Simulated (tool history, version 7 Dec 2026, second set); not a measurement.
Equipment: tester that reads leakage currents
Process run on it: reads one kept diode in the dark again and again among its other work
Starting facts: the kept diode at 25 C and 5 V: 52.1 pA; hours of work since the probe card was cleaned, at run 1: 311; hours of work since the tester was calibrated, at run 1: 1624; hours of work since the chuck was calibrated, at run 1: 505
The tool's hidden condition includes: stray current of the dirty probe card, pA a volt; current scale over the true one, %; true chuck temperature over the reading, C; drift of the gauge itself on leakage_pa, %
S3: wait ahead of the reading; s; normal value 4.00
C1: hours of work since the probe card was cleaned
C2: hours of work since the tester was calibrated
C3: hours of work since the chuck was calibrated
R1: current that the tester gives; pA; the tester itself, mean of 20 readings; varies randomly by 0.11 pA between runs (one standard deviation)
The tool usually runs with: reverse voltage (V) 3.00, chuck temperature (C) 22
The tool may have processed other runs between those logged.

run 1 hour=0.0 | reverse_voltage_(V)=3.00 chuck_temperature_(C)=22 S3=4.00 | C1=311 C2=1624 C3=505 | R1=31.17
run 2 hour=68.5 | reverse_voltage_(V)=3.00 chuck_temperature_(C)=22 S3=4.00 | C1=343 C2=1656 C3=537 | R1=31.10
run 3 hour=204.8 | reverse_voltage_(V)=3.00 chuck_temperature_(C)=22 S3=4.00 | C1=407 C2=1720 C3=601 | R1=31.07
run 4 hour=270.0 | reverse_voltage_(V)=3.00 chuck_temperature_(C)=22 S3=4.00 | C1=437 C2=1750 C3=631 | R1=31.06
run 5 hour=348.8 | reverse_voltage_(V)=3.00 chuck_temperature_(C)=22 S3=4.00 | C1=474 C2=1787 C3=668 | R1=31.15
run 6 hour=418.4 | reverse_voltage_(V)=3.00 chuck_temperature_(C)=41 S3=4.00 | C1=506 C2=1819 C3=700 | R1=160.84
run 7 hour=527.5 | reverse_voltage_(V)=3.00 chuck_temperature_(C)=22 S3=2.62 | C1=557 C2=1870 C3=751 | R1=31.21
-- hour=601.1 chuck's temperature calibrated
run 8 hour=601.1 | reverse_voltage_(V)=3.00 chuck_temperature_(C)=22 S3=4.00 | C1=590 C2=1903 C3=0 | R1=32.62
run 9 hour=718.4 | reverse_voltage_(V)=3.00 chuck_temperature_(C)=22 S3=4.00 | C1=645 C2=1958 C3=55 | R1=32.66
run 10 hour=823.7 | reverse_voltage_(V)=3.00 chuck_temperature_(C)=32 S3=4.00 | C1=694 C2=2007 C3=104 | R1=78.32
run 11 hour=962.7 | reverse_voltage_(V)=3.00 chuck_temperature_(C)=32 S3=4.00 | C1=759 C2=2072 C3=169 | R1=77.98
run 12 hour=1045.1 | reverse_voltage_(V)=3.00 chuck_temperature_(C)=32 S3=4.00 | C1=798 C2=2111 C3=207 | R1=77.91
run 13 hour=1168.7 | reverse_voltage_(V)=3.00 chuck_temperature_(C)=32 S3=4.00 | C1=855 C2=2168 C3=265 | R1=77.85
run 14 hour=1234.3 | reverse_voltage_(V)=3.00 chuck_temperature_(C)=32 S3=4.00 | C1=886 C2=2199 C3=295 | R1=77.32
run 15 hour=1330.8 | reverse_voltage_(V)=3.00 chuck_temperature_(C)=35 S3=4.00 | C1=931 C2=2244 C3=340 | R1=99.95
run 16 hour=1420.7 | reverse_voltage_(V)=3.00 chuck_temperature_(C)=22 S3=4.00 | C1=973 C2=2286 C3=382 | R1=32.41
run 17 hour=1561.9 | reverse_voltage_(V)=3.00 chuck_temperature_(C)=22 S3=2.67 | C1=1039 C2=2352 C3=448 | R1=32.78
run 18 hour=1699.6 | reverse_voltage_(V)=3.00 chuck_temperature_(C)=22 S3=2.67 | C1=1103 C2=2416 C3=512 | R1=32.66
run 19 hour=1790.4 | reverse_voltage_(V)=3.00 chuck_temperature_(C)=22 S3=4.00 | C1=1145 C2=2458 C3=555 | R1=32.64
-- hour=1805.4 probe card cleaned and baked
run 20 hour=1916.8 | reverse_voltage_(V)=1.83 chuck_temperature_(C)=22 S3=4.00 | C1=52 C2=2516 C3=612 | R1=23.88
run 21 hour=1985.9 | reverse_voltage_(V)=1.83 chuck_temperature_(C)=22 S3=4.00 | C1=84 C2=2548 C3=644 | R1=23.97
run 22 hour=2059.1 | reverse_voltage_(V)=2.65 chuck_temperature_(C)=30 S3=1.29 | C1=118 C2=2582 C3=678 | R1=58.15
run 23 hour=2203.8 | reverse_voltage_(V)=10.51 chuck_temperature_(C)=37 S3=0.82 | C1=186 C2=2649 C3=746 | R1=192.59
-- hour=2293.4 chuck's temperature calibrated
run 24 hour=2344.0 | reverse_voltage_(V)=1.52 chuck_temperature_(C)=28 S3=3.81 | C1=250 C2=2714 C3=24 | R1=42.15
run 25 hour=2460.8 | reverse_voltage_(V)=1.52 chuck_temperature_(C)=28 S3=3.81 | C1=305 C2=2768 C3=78 | R1=41.94
run 26 hour=2534.2 | reverse_voltage_(V)=1.91 chuck_temperature_(C)=22 S3=0.48 | C1=339 C2=2803 C3=112 | R1=27.79
run 27 hour=2638.2 | reverse_voltage_(V)=1.91 chuck_temperature_(C)=22 S3=0.48 | C1=387 C2=2851 C3=161 | R1=27.70
run 28 hour=2778.5 | reverse_voltage_(V)=1.91 chuck_temperature_(C)=36 S3=9.82 | C1=453 C2=2917 C3=226 | R1=91.54
run 29 hour=2866.3 | reverse_voltage_(V)=4.77 chuck_temperature_(C)=24 S3=1.85 | C1=494 C2=2957 C3=267 | R1=48.07
run 30 hour=2990.2 | reverse_voltage_(V)=1.60 chuck_temperature_(C)=21 S3=1.00 | C1=552 C2=3015 C3=325 | R1=22.82
run 31 hour=3104.8 | reverse_voltage_(V)=1.60 chuck_temperature_(C)=54 S3=1.00 | C1=605 C2=3069 C3=378 | R1=361.33
run 32 hour=3229.9 | reverse_voltage_(V)=7.49 chuck_temperature_(C)=28 S3=1.14 | C1=663 C2=3127 C3=437 | R1=83.36
run 33 hour=3288.4 | reverse_voltage_(V)=1.17 chuck_temperature_(C)=54 S3=7.46 | C1=691 C2=3154 C3=464 | R1=314.22
run 34 hour=3380.6 | reverse_voltage_(V)=2.48 chuck_temperature_(C)=41 S3=2.61 | C1=734 C2=3197 C3=507 | R1=152.33
run 35 hour=3509.0 | reverse_voltage_(V)=3.00 chuck_temperature_(C)=22 S3=0.53 | C1=794 C2=3257 C3=567 | R1=33.50
run 36 hour=3582.4 | reverse_voltage_(V)=3.00 chuck_temperature_(C)=20 S3=0.53 | C1=828 C2=3291 C3=601 | R1=28.27
run 37 hour=3670.0 | reverse_voltage_(V)=3.00 chuck_temperature_(C)=40 S3=4.13 | C1=869 C2=3332 C3=642 | R1=150.43
run 38 hour=3733.1 | reverse_voltage_(V)=3.00 chuck_temperature_(C)=40 S3=4.13 | C1=898 C2=3362 C3=671 | R1=150.24
run 39 hour=3820.8 | reverse_voltage_(V)=3.46 chuck_temperature_(C)=49 S3=4.13 | C1=939 C2=3403 C3=712 | R1=327.55

Difference, measured minus no-hidden-state, one row per run. Run-to-run variation is common to both terms; the gauge's own scatter need not be:
run=1 R1=-1.01
run=2 R1=-1.03
run=3 R1=-1.05
run=4 R1=-1.08
run=5 R1=-1.11
run=6 R1=-10.58
run=7 R1=-1.17
run=8 R1=+0.58
run=9 R1=+0.53
run=10 R1=-1.28
run=11 R1=-1.59
run=12 R1=-1.79
run=13 R1=-2.01
run=14 R1=-2.11
run=15 R1=-3.61
run=16 R1=+0.39
run=17 R1=+0.37
run=18 R1=+0.35
run=19 R1=+0.33
run=20 R1=-2.18
run=21 R1=-2.21
run=22 R1=-5.36
run=23 R1=-17.27
run=24 R1=+0.06
run=25 R1=-0.10
run=26 R1=+0.14
run=27 R1=+0.06
run=28 R1=-1.69
run=29 R1=+0.52
run=30 R1=-0.10
run=31 R1=-13.11
run=32 R1=+0.36
run=33 R1=-13.65
run=34 R1=-6.38
run=35 R1=+0.06
run=36 R1=+0.38
run=37 R1=-7.51
run=38 R1=-7.80
run=39 R1=-19.63

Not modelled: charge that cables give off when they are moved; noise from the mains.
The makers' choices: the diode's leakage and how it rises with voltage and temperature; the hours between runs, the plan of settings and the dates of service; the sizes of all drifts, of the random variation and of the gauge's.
